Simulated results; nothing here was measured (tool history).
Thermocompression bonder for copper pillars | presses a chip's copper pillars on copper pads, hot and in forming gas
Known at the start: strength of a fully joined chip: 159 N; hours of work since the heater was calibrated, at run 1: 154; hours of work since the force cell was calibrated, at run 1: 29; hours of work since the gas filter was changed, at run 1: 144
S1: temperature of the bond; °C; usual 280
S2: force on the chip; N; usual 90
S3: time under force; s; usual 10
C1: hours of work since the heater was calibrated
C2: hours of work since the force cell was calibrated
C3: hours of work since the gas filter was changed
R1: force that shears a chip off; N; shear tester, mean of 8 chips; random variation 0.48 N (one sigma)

{"run": 1, "day": 0.0, "S1": 280, "S2": 90, "S3": 10, "C1": 154, "C2": 29, "C3": 144, "R1": 64.8}
{"run": 2, "day": 0.388, "S1": 280, "S2": 90, "S3": 10, "C1": 160, "C2": 36, "C3": 151, "R1": 64.8}
{"run": 3, "day": 0.708, "S1": 280, "S2": 90, "S3": 10, "C1": 166, "C2": 41, "C3": 157, "R1": 65.0}
{"run": 4, "day": 0.942, "S1": 280, "S2": 90, "S3": 10, "C1": 170, "C2": 45, "C3": 161, "R1": 65.4}
{"run": 5, "day": 1.325, "S1": 280, "S2": 90, "S3": 10, "C1": 177, "C2": 52, "C3": 167, "R1": 64.5}
{"day": 1.475, "done": "forming gas filter changed"}
{"run": 6, "day": 1.6, "S1": 280, "S2": 105, "S3": 10, "C1": 181, "C2": 57, "C3": 2, "R1": 81.9}
{"run": 7, "day": 1.838, "S1": 280, "S2": 105, "S3": 10, "C1": 185, "C2": 61, "C3": 6, "R1": 81.8}
{"run": 8, "day": 2.162, "S1": 274, "S2": 90, "S3": 10, "C1": 191, "C2": 66, "C3": 12, "R1": 67.6}
{"run": 9, "day": 2.404, "S1": 274, "S2": 90, "S3": 10, "C1": 195, "C2": 71, "C3": 16, "R1": 67.7}
{"run": 10, "day": 2.642, "S1": 274, "S2": 90, "S3": 10, "C1": 199, "C2": 75, "C3": 20, "R1": 67.4}
{"run": 11, "day": 2.996, "S1": 275, "S2": 90, "S3": 10, "C1": 205, "C2": 81, "C3": 27, "R1": 67.3}
{"run": 12, "day": 3.467, "S1": 280, "S2": 104, "S3": 10, "C1": 214, "C2": 89, "C3": 35, "R1": 80.7}
{"run": 13, "day": 3.879, "S1": 280, "S2": 104, "S3": 10, "C1": 221, "C2": 96, "C3": 42, "R1": 80.2}
{"run": 14, "day": 4.246, "S1": 280, "S2": 90, "S3": 10, "C1": 227, "C2": 103, "C3": 48, "R1": 69.6}
{"day": 4.338, "done": "force cell calibrated"}
{"run": 15, "day": 4.742, "S1": 310, "S2": 66, "S3": 30, "C1": 235, "C2": 7, "C3": 56, "R1": 98.3}
{"run": 16, "day": 5.154, "S1": 276, "S2": 90, "S3": 28, "C1": 242, "C2": 14, "C3": 63, "R1": 95.1}
{"run": 17, "day": 5.438, "S1": 276, "S2": 90, "S3": 28, "C1": 247, "C2": 19, "C3": 68, "R1": 95.2}
{"day": 5.633, "done": "force cell calibrated, once more"}
{"run": 18, "day": 5.958, "S1": 276, "S2": 90, "S3": 28, "C1": 255, "C2": 6, "C3": 76, "R1": 94.3}
{"run": 19, "day": 6.312, "S1": 250, "S2": 77, "S3": 26, "C1": 261, "C2": 12, "C3": 82, "R1": 63.4}
{"run": 20, "day": 6.55, "S1": 295, "S2": 90, "S3": 6, "C1": 265, "C2": 16, "C3": 86, "R1": 65.7}
{"run": 21, "day": 6.796, "S1": 290, "S2": 76, "S3": 6, "C1": 270, "C2": 20, "C3": 91, "R1": 53.5}
{"run": 22, "day": 7.183, "S1": 290, "S2": 76, "S3": 6, "C1": 276, "C2": 27, "C3": 98, "R1": 52.1}
{"run": 23, "day": 7.625, "S1": 309, "S2": 56, "S3": 10, "C1": 284, "C2": 35, "C3": 105, "R1": 56.6}
{"run": 24, "day": 7.958, "S1": 309, "S2": 56, "S3": 10, "C1": 290, "C2": 41, "C3": 111, "R1": 57.6}
{"run": 25, "day": 8.379, "S1": 280, "S2": 67, "S3": 22, "C1": 297, "C2": 48, "C3": 118, "R1": 69.4}
{"run": 26, "day": 8.596, "S1": 280, "S2": 67, "S3": 22, "C1": 301, "C2": 52, "C3": 122, "R1": 68.5}
{"run": 27, "day": 8.842, "S1": 280, "S2": 90, "S3": 25, "C1": 305, "C2": 56, "C3": 126, "R1": 92.7}

Measured less the same run without the tool's hidden state. The same run-to-run variation is in both; the gauge's scatter may not be:
The hidden state here: true temperature of the bond over the reading, C; force that reaches the chip, % of what is set; oxide that the forming gas leaves, % of the face; drift of the gauge itself on shear_n, %.
run=1 R1=-3.6
run=2 R1=-3.8
run=3 R1=-3.9
run=4 R1=-4.1
run=5 R1=-4.3
run=6 R1=+2.6
run=7 R1=+2.4
run=8 R1=+2.1
run=9 R1=+2.0
run=10 R1=+1.9
run=11 R1=+1.7
run=12 R1=+1.4
run=13 R1=+1.1
run=14 R1=+1.0
run=15 R1=-0.4
run=16 R1=-0.2
run=17 R1=-0.3
run=18 R1=-0.3
run=19 R1=+0.7
run=20 R1=-0.1
run=21 R1=+0.1
run=22 R1=-0.1
run=23 R1=-0.6
run=24 R1=-0.7
run=25 R1=-1.0
run=26 R1=-1.1
run=27 R1=-2.7

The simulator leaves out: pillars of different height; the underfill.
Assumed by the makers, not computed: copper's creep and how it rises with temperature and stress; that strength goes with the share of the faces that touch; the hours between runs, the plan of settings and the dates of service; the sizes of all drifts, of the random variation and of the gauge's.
